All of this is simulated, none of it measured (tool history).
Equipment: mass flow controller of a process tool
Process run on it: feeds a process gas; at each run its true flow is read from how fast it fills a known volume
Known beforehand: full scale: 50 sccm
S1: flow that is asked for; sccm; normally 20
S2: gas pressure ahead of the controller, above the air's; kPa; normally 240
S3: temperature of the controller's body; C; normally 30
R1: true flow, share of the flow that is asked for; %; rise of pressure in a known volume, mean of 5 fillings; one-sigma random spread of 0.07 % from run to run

Run 1, hour 0: usual settings. Result: R1 99.2 %.
Run 2, hour 265: usual settings but S1 34 sccm. Result: R1 99.45 %.
Run 3, hour 498: usual settings but S1 34 sccm. Result: R1 99.35 %.
Run 4, hour 883.1: usual settings but S1 12 sccm. Result: R1 99.21 %.
Run 5, hour 1288.4: usual settings but S1 12 sccm. Result: R1 99.26 %.
Run 6, hour 1628.5: usual settings but S1 12 sccm. Result: R1 99.28 %.
Run 7, hour 1954: usual settings but S1 12 sccm. Result: R1 99.28 %.
Run 8, hour 2516.3: usual settings but S2 176 kPa. Result: R1 99.81 %.
Run 9, hour 3073.7: usual settings. Result: R1 99.52 %.
Run 10, hour 3455.9: usual settings but S3 39 C. Result: R1 99.27 %.
Run 11, hour 3856.5: usual settings but S3 39 C. Result: R1 99.34 %.
Run 12, hour 4095.9: usual settings but S3 39 C. Result: R1 99.25 %.
Run 13, hour 4429.7: usual settings but S3 39 C. Result: R1 99.29 %.
Run 14, hour 4888.8: usual settings but S3 39 C. Result: R1 99.37 %.
At hour 5074.9: controller's zero set anew.
Run 15, hour 5332.2: usual settings but S3 39 C. Result: R1 99.49 %.
Run 16, hour 5839.3: usual settings but S3 39 C. Result: R1 99.48 %.
Run 17, hour 6114.4: usual settings but S2 158 kPa. Result: R1 100.12 %.
Run 18, hour 6405.4: usual settings but S2 158 kPa. Result: R1 100.21 %.
Run 19, hour 6851.7: usual settings but S2 158 kPa. Result: R1 100.33 %.
Run 20, hour 7256.8: usual settings but S2 158 kPa. Result: R1 100.28 %.
Run 21, hour 7689.4: usual settings but S2 251 kPa. Result: R1 99.9 %.
At hour 8058.1: gauge calibrated.
Run 22, hour 8223.4: usual settings but S2 251 kPa. Result: R1 99.17 %.
Run 23, hour 8691.7: usual settings but S2 251 kPa. Result: R1 99.14 %.
Run 24, hour 9209.1: usual settings but S2 251 kPa. Result: R1 99.25 %.
At hour 9406.2: controller exchanged for a calibrated one.
Run 25, hour 9576.9: usual settings but S1 43 sccm, S2 145 kPa. Result: R1 100.07 %.
Run 26, hour 10094.8: usual settings but S1 29 sccm, S2 167 kPa, S3 20 C. Result: R1 100.21 %.
Run 27, hour 10413.1: usual settings but S1 35 sccm, S2 156 kPa, S3 25 C. Result: R1 100.36 %.
Run 28, hour 10666.6: usual settings but S1 15 sccm, S2 156 kPa. Result: R1 99.76 %.
Run 29, hour 11175: usual settings but S1 15 sccm, S2 156 kPa. Result: R1 99.92 %.
Run 30, hour 11487.3: usual settings but S1 9 sccm, S2 156 kPa, S3 27 C. Result: R1 99.81 %.
Run 31, hour 11897.6: usual settings but S1 37 sccm, S2 156 kPa, S3 21 C. Result: R1 100.56 %.
Run 32, hour 12221.1: usual settings but S1 37 sccm, S2 156 kPa, S3 21 C. Result: R1 100.51 %.
Run 33, hour 12493.3: usual settings but S2 202 kPa, S3 21 C. Result: R1 100.21 %.
Run 34, hour 13005.3: usual settings but S1 19 sccm, S2 279 kPa, S3 23 C. Result: R1 99.91 %.
Run 35, hour 13312.6: usual settings but S1 42 sccm, S2 179 kPa, S3 36 C. Result: R1 100.12 %.
Run 36, hour 13820.4: usual settings but S1 42 sccm, S2 179 kPa, S3 36 C. Result: R1 100.25 %.
Run 37, hour 14063.4: usual settings but S1 31 sccm, S2 191 kPa, S3 26 C. Result: R1 100.28 %.
Run 38, hour 14518.8: usual settings but S1 7 sccm, S3 23 C. Result: R1 99.83 %.
Run 39, hour 14782.7: usual settings but S1 7 sccm, S2 206 kPa, S3 24 C. Result: R1 100.21 %.
Run 40, hour 15230.9: usual settings but S1 29 sccm, S2 206 kPa, S3 35 C. Result: R1 100.02 %.
Run 41, hour 15640.8: usual settings but S1 40 sccm, S2 160 kPa, S3 22 C. Result: R1 100.95 %.
Run 42, hour 15874.5: usual settings but S1 40 sccm, S2 244 kPa, S3 37 C. Result: R1 99.98 %.
Run 43, hour 16116.5: usual settings but S1 40 sccm, S2 244 kPa, S3 37 C. Result: R1 100.13 %.
Run 44, hour 16477.1: usual settings but S2 275 kPa, S3 29 C. Result: R1 100.19 %.
Run 45, hour 16755.9: usual settings but S2 275 kPa, S3 29 C. Result: R1 99.98 %.
At hour 16858.5: controller's zero set anew.
Run 46, hour 17082: usual settings but S3 29 C. Result: R1 100.19 %.
Run 47, hour 17593.4: usual settings but S3 29 C. Result: R1 100.29 %.
Run 48, hour 17943.4: usual settings but S3 29 C. Result: R1 100.29 %.

Consider 3 possible next runs. They are alternatives, not a sequence: every one starts from the tool as it was left by run 48. What does each give?
Run A, hour 18482.4: usual settings but S1 7 sccm, S3 25 C. Result: R1 ?.
Run B, hour 18482.4: usual settings but S2 152 kPa, S3 29 C. Result: R1 ?.
Run C, hour 18482.4: usual settings but S1 11 sccm, S2 178 kPa, S3 29 C. Result: R1 ?.

run      R1
  A   100.3
  B  100.79
  C  100.34
What these runs would have given with no unlogged condition in the tool:
run     R1
  A  99.16
  B  99.66
  C   99.2

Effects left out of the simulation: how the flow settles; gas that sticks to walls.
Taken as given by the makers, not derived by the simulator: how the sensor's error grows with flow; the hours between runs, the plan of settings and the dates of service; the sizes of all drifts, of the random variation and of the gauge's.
